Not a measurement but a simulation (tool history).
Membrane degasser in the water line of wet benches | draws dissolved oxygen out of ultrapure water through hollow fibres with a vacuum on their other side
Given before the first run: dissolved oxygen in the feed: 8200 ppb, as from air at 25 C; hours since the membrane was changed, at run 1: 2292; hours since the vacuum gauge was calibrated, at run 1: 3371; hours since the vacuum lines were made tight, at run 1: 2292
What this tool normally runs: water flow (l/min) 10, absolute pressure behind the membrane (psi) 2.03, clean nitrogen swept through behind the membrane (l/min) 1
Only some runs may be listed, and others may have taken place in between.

run      day  water flow (l/min)  absolute pressure behind the membrane (psi)  clean nitrogen swept through behind the membrane (l/min)  hours since the membrane was changed  hours since the vacuum gauge was calibrated  hours since the vacuum lines were made tight  dissolved oxygen in the water behind the degasser (ppb)  pressure that the water loses in the fibres (psi)
  1        0                  10                                         2.03                                                         1                                  2292                                         3371                                          2292                                                    381.5                                              7.468
  2      8.7                  10                                         1.29                                                         1                                  2501                                         3580                                          2501                                                    265.3                                              7.458
  3   16.346                  10                                         1.29                                                         1                                  2684                                         3763                                          2684                                                    273.1                                              7.438
  4     23.3                  10                                         1.29                                                         1                                  2851                                         3930                                          2851                                                    275.1                                              7.387
  5   36.433                  10                                         1.29                                                         1                                  3166                                         4245                                          3166                                                    267.7                                               7.44
  6   43.429                  10                                         1.29                                                         1                                  3334                                         4413                                          3334                                                    268.8                                              7.419
  7   55.679                  10                                         1.29                                                         1                                  3628                                         4707                                          3628                                                    268.7                                              7.381
  8   63.971                  10                                         1.29                                                         1                                  3827                                         4906                                          3827                                                    268.3                                              7.413
  9   72.421                  10                                         2.03                                                         1                                  4030                                         5109                                          4030                                                    380.2                                              7.397
      82.658  -- seals of the vacuum lines changed
 10   85.429                  10                                         2.03                                                         1                                  4340                                         5419                                            67                                                    380.4                                              7.424
 11   94.821                  10                                         2.03                                                       1.3                                  4566                                         5645                                           292                                                    325.1                                              7.446
 12  106.646                  10                                         2.03                                                      0.66                                  4849                                         5928                                           576                                                    483.2                                              7.346
 13  118.958                  10                                         2.03                                                      0.66                                  5145                                         6224                                           871                                                    484.5                                              7.468
 14  131.033                  10                                         2.03                                                      2.13                                  5435                                         6514                                          1161                                                    263.3                                              7.509
 15  141.508                   7                                          3.5                                                      2.32                                  5686                                         6765                                          1412                                                    224.2                                               5.14
 16  155.317                   7                                         2.52                                                         1                                  6018                                         7096                                          1744                                                    302.8                                              5.184
 17  168.833                   7                                         2.52                                                         1                                  6342                                         7421                                          2068                                                    302.9                                              5.173
 18  179.792                   7                                         2.52                                                         1                                  6605                                         7684                                          2331                                                    301.7                                              5.181
 19   188.25                  15                                         2.03                                                      1.31                                  6808                                         7887                                          2534                                                    540.3                                             11.088
     190.462  -- vacuum gauge calibrated
 20  196.875                  14                                         3.51                                                      2.52                                  7014                                          154                                          2741                                                    509.6                                             10.428
 21  204.371                   8                                         2.03                                                      1.79                                  7194                                          334                                          2921                                                    205.1                                              5.945
 22  217.375                   7                                         4.09                                                      0.85                                  7506                                          646                                          3233                                                    534.6                                              5.236

Forecast each of these 5 alternatives for the next run:
  A  231.562                  12                                         4.09                                                      0.85                                  7847                                          986                                          3573                                                        ?                                                  ?
  B  231.562                  11                                         1.83                                                      1.15                                  7847                                          986                                          3573                                                        ?                                                  ?
  C  231.562                   9                                         1.25                                                      0.58                                  7847                                          986                                          3573                                                        ?                                                  ?
  D  231.562                   7                                         4.09                                                      0.85                                  7847                                          986                                          3573                                                        ?                                                  ?
  E  231.562                   7                                         1.61                                                      0.85                                  7847                                          986                                          3573                                                        ?                                                  ?

run  dissolved oxygen in the water behind the degasser (ppb)  pressure that the water loses in the fibres (psi)
  A                                                    915.2                                              8.833
  B                                                    363.6                                              8.158
  C                                                    305.7                                              6.707
  D                                                    535.1                                              5.166
  E                                                    221.7                                              5.243
Take away the tool's hidden state, keep each run's random variation, and the runs would have read:
run  dissolved oxygen in the water behind the degasser (ppb)  pressure that the water loses in the fibres (psi)
  A                                                    912.9                                              8.814
  B                                                    361.9                                              8.141
  C                                                    304.3                                              6.692
  D                                                    533.2                                              5.155
  E                                                    220.6                                              5.232

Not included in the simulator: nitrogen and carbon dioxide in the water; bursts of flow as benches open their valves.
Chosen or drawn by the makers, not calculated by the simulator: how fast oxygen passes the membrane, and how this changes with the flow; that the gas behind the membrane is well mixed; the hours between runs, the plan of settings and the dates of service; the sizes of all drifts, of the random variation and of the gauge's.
